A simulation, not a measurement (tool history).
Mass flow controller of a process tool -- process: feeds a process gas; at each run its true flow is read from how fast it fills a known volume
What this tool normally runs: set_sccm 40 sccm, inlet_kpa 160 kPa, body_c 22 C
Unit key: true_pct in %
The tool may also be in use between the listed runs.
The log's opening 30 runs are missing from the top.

run      day  set_sccm  inlet_kpa  body_c  true_pct
 31  178.975        20        223      39     95.31
 32  185.846        42        210      34     96.09
 33  190.742        42        178      34     95.93
 34  198.929        42        178      34     95.73
 35  204.225        42        178      34     95.65
 36  212.646        28        266      21     95.15
 37  221.417        28        217      21     94.97
 38  226.654        28        217      21     94.87
 39  234.138        15        153      26     94.53
 40  238.154        29        267      39     93.83
 41  245.821        29        267      39     93.77
 42  252.512        25        243      30     93.86
 43  261.279        40        243      26     94.12
 44  267.138        10        205      25     93.33
 45  273.250        31        231      22     93.85
 46  278.033        15        160      27     93.32
 47  285.533        10        160      22     93.11
 48  292.096        18        173      40     92.67
 49  298.512        18        173      40     92.51

Each row is a separate what-if for the run after 49, all from the same tool condition, not one after another. Results?
  A  306.817        92        278      29         ?
  B  306.817        17        187      32         ?
  C  306.817        28        268      23         ?

run  true_pct
  A     94.25
  B     92.32
  C     92.71
Had the tool no hidden state, the same runs would have come out as:
run  true_pct
  A     99.32
  B     97.31
  C     97.72
